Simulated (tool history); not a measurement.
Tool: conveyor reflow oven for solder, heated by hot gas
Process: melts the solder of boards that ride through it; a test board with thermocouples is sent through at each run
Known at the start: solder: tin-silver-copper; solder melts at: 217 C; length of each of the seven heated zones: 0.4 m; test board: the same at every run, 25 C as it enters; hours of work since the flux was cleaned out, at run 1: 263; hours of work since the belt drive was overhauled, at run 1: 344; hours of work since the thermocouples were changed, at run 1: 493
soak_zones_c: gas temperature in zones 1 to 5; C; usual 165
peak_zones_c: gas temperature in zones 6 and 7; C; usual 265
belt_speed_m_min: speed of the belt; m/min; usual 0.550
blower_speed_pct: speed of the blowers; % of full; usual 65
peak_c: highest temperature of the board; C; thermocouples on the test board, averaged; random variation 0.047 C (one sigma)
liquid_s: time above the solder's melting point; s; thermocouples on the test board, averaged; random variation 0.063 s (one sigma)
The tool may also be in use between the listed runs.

run	hour	soak_zones_c	peak_zones_c	belt_speed_m_min	blower_speed_pct	hours of work since the flux was cleaned out	hours of work since the belt drive was overhauled	hours of work since the thermocouples were changed	peak_c	liquid_s
1	0.0	165	265	0.550	65	263	344	493	250.17	60.81
# hour 18.7: flux residue cleaned out of gas plates and filters
2	33.0	165	267	0.550	65	6	356	506	252.10	62.53
3	69.7	165	267	0.550	65	23	373	523	252.09	62.39
4	88.5	165	265	0.550	65	32	382	531	250.34	61.03
5	108.8	165	265	0.550	65	41	391	540	250.30	60.92
6	142.6	165	265	0.550	65	56	406	556	250.18	60.87
7	172.5	165	265	0.550	65	70	420	569	250.18	60.93
8	204.7	165	253	0.533	65	84	434	584	240.45	53.67
9	229.2	165	253	0.533	65	95	445	595	240.43	53.73
10	252.2	165	253	0.649	74	106	456	605	237.36	39.39
11	287.3	165	253	0.649	74	122	472	621	237.32	39.33
# hour 291.7: thermocouples of zones 6 and 7 changed
12	309.9	166	261	0.550	88	131	481	8	252.15	65.10
13	337.0	166	261	0.550	88	143	493	21	252.06	65.17

The next listed run, before its measurement:
14	372.9	160	261	0.550	88	160	510	37	?	?

peak_c: 251.43 C
liquid_s: 62.51 s
Without the tool's hidden state the same run would have given peak_c 251.45 C, liquid_s 62.52 s.
